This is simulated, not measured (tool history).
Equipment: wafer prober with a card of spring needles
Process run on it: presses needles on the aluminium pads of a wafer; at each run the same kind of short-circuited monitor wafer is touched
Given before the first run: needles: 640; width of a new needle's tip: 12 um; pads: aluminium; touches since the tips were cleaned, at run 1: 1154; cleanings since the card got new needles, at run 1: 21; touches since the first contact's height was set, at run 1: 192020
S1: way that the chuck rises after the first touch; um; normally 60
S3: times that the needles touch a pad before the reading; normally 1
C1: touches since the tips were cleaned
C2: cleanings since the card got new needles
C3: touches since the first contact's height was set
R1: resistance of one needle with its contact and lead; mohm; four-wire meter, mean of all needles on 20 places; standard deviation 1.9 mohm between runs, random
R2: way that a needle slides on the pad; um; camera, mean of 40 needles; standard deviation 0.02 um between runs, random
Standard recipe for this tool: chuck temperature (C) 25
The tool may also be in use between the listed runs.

Run 1, hour 0.0: usual settings; C1 1154; C2 21; C3 192020. Result: R1 219 mohm, R2 11.95 um.
Run 2, hour 26.3: usual settings; C1 6318; C2 21; C3 197184. Result: R1 248 mohm, R2 11.94 um.
At hour 33.6: tips cleaned on abrasive film.
Run 3, hour 62.6: usual settings but chuck temperature (C) 27; C1 5708; C2 22; C3 204313. Result: R1 253 mohm, R2 11.93 um.
At hour 72.0: tips cleaned on abrasive film.
At hour 110.3: tips cleaned on abrasive film.
Run 4, hour 113.6: usual settings; C1 666; C2 24; C3 214300. Result: R1 213 mohm, R2 11.91 um.
At hour 149.1: tips cleaned on abrasive film.
Run 5, hour 153.4: usual settings; C1 844; C2 25; C3 222090. Result: R1 219 mohm, R2 11.92 um.
Run 6, hour 185.6: usual settings; C1 7189; C2 25; C3 228435. Result: R1 248 mohm, R2 11.89 um.
At hour 189.2: tips cleaned on abrasive film.
At hour 199.7: height of the first contact set anew.
Run 7, hour 223.1: usual settings; C1 6605; C2 26; C3 4617. Result: R1 248 mohm, R2 12.13 um.
At hour 228.6: tips cleaned on abrasive film.
Run 8, hour 253.9: usual settings; C1 4977; C2 27; C3 10646. Result: R1 246 mohm, R2 12.12 um.
At hour 267.6: tips cleaned on abrasive film.
At hour 305.8: tips cleaned on abrasive film.
Run 9, hour 306.7: usual settings; C1 173; C2 29; C3 20982. Result: R1 208 mohm, R2 12.09 um.
At hour 345.3: tips cleaned on abrasive film.
Run 10, hour 346.7: usual settings; C1 278; C2 30; C3 28820. Result: R1 208 mohm, R2 12.04 um.
At hour 384.4: tips cleaned on abrasive film.
Run 11, hour 388.7: usual settings but S3 2; C1 847; C2 31; C3 37055. Result: R1 207 mohm, R2 12.10 um.
At hour 423.5: tips cleaned on abrasive film.
Run 12, hour 423.5: usual settings; C1 0; C2 32; C3 43884. Result: R1 201 mohm, R2 12.10 um.
Run 13, hour 454.0: usual settings; C1 6004; C2 32; C3 49888. Result: R1 251 mohm, R2 12.06 um.
At hour 461.7: tips cleaned on abrasive film.
At hour 501.4: tips cleaned on abrasive film.
Run 14, hour 501.4: usual settings; C1 0; C2 34; C3 59165. Result: R1 207 mohm, R2 12.04 um.
Run 15, hour 538.6: usual settings but S1 46 um; C1 7299; C2 34; C3 66464. Result: R1 286 mohm, R2 9.22 um.
At hour 540.9: tips cleaned on abrasive film.
Run 16, hour 567.5: usual settings; C1 5234; C2 35; C3 72140. Result: R1 248 mohm, R2 12.03 um.
At hour 580.9: tips cleaned on abrasive film.
Run 17, hour 592.2: usual settings; C1 2216; C2 36; C3 76962. Result: R1 232 mohm, R2 12.04 um.
Run 18, hour 616.9: usual settings but S1 76 um, chuck temperature (C) 44, S3 2; C1 7085; C2 36; C3 81831. Result: R1 226 mohm, R2 15.27 um.
At hour 619.3: tips cleaned on abrasive film.
Run 19, hour 645.2: usual settings but S1 76 um, chuck temperature (C) 44, S3 2; C1 5097; C2 37; C3 87364. Result: R1 225 mohm, R2 15.25 um.
At hour 658.0: tips cleaned on abrasive film.
Run 20, hour 682.9: usual settings but S1 45 um, chuck temperature (C) 123, S3 2; C1 4902; C2 38; C3 94766. Result: R1 266 mohm, R2 8.96 um.
At hour 696.8: tips cleaned on abrasive film.
Run 21, hour 705.9: usual settings but S1 45 um, chuck temperature (C) 123, S3 2; C1 1794; C2 39; C3 99254. Result: R1 249 mohm, R2 8.97 um.
Run 22, hour 729.5: usual settings but S1 67 um, chuck temperature (C) 36, S3 2; C1 6435; C2 39; C3 103895. Result: R1 225 mohm, R2 13.41 um.
At hour 736.7: tips cleaned on abrasive film.
At hour 776.4: tips cleaned on abrasive film.
Run 23, hour 780.4: usual settings but S1 56 um; C1 783; C2 41; C3 113862. Result: R1 215 mohm, R2 11.21 um.
Run 24, hour 805.0: usual settings but S1 46 um, S3 2; C1 5631; C2 41; C3 118710. Result: R1 249 mohm, R2 9.17 um.
At hour 816.1: tips cleaned on abrasive film.
At hour 854.5: tips cleaned on abrasive film.
Run 25, hour 854.5: usual settings but S1 46 um, S3 2; C1 0; C2 43; C3 128382. Result: R1 210 mohm, R2 9.15 um.
At hour 895.2: tips cleaned on abrasive film.
Run 26, hour 902.5: usual settings but S1 43 um, chuck temperature (C) 27; C1 1434; C2 44; C3 137810. Result: R1 248 mohm, R2 8.52 um.
At hour 936.4: tips cleaned on abrasive film.
Run 27, hour 938.9: usual settings but S1 80 um, chuck temperature (C) 41; C1 480; C2 45; C3 144933. Result: R1 208 mohm, R2 15.99 um.
Run 28, hour 967.9: usual settings but S1 80 um, chuck temperature (C) 41; C1 6199; C2 45; C3 150652. Result: R1 238 mohm, R2 16.00 um.
At hour 975.2: tips cleaned on abrasive film.
Run 29, hour 994.6: usual settings but S1 80 um, chuck temperature (C) 40; C1 3827; C2 46; C3 155876. Result: R1 230 mohm, R2 16.01 um.
At hour 1013.8: tips cleaned on abrasive film.
Run 30, hour 1024.5: usual settings but S1 80 um, chuck temperature (C) 87; C1 2099; C2 47; C3 161725. Result: R1 237 mohm, R2 16.01 um.
At hour 1053.2: tips cleaned on abrasive film.
Run 31, hour 1066.2: usual settings but S1 45 um, chuck temperature (C) 35; C1 2543; C2 48; C3 169898. Result: R1 258 mohm, R2 8.91 um.
At hour 1094.4: tips cleaned on abrasive film.
Run 32, hour 1112.1: usual settings but S1 45 um, chuck temperature (C) 34, S3 3; C1 3481; C2 49; C3 178907. Result: R1 227 mohm, R2 8.90 um.

Below are 4 alternative next runs, each starting from the tool's condition after run 32. Predict each:
At hour 1133.7: tips cleaned on abrasive film.
Run A, hour 1164.6: usual settings but S1 48 um, chuck temperature (C) 37, S3 2; C1 6060; C2 50; C3 189206. Result: R1 ?, R2 ?.
At hour 1133.7: tips cleaned on abrasive film.
Run B, hour 1164.6: usual settings but S1 49 um, chuck temperature (C) 70; C1 6060; C2 50; C3 189206. Result: R1 ?, R2 ?.
At hour 1133.7: tips cleaned on abrasive film.
Run C, hour 1164.6: usual settings but S1 67 um, chuck temperature (C) 42, S3 2; C1 6060; C2 50; C3 189206. Result: R1 ?, R2 ?.
At hour 1133.7: tips cleaned on abrasive film.
Run D, hour 1164.6: usual settings but S1 70 um, chuck temperature (C) 118; C1 6060; C2 50; C3 189206. Result: R1 ?, R2 ?.

run   R1     R2
  A  250   9.53
  B  277   9.70
  C  228  13.34
  D  259  13.91
The same runs, with their run-to-run variation unchanged, on a tool lacking any hidden condition would have given:
run   R1     R2
  A  205   9.73
  B  209   9.90
  C  202  13.54
  D  221  14.11
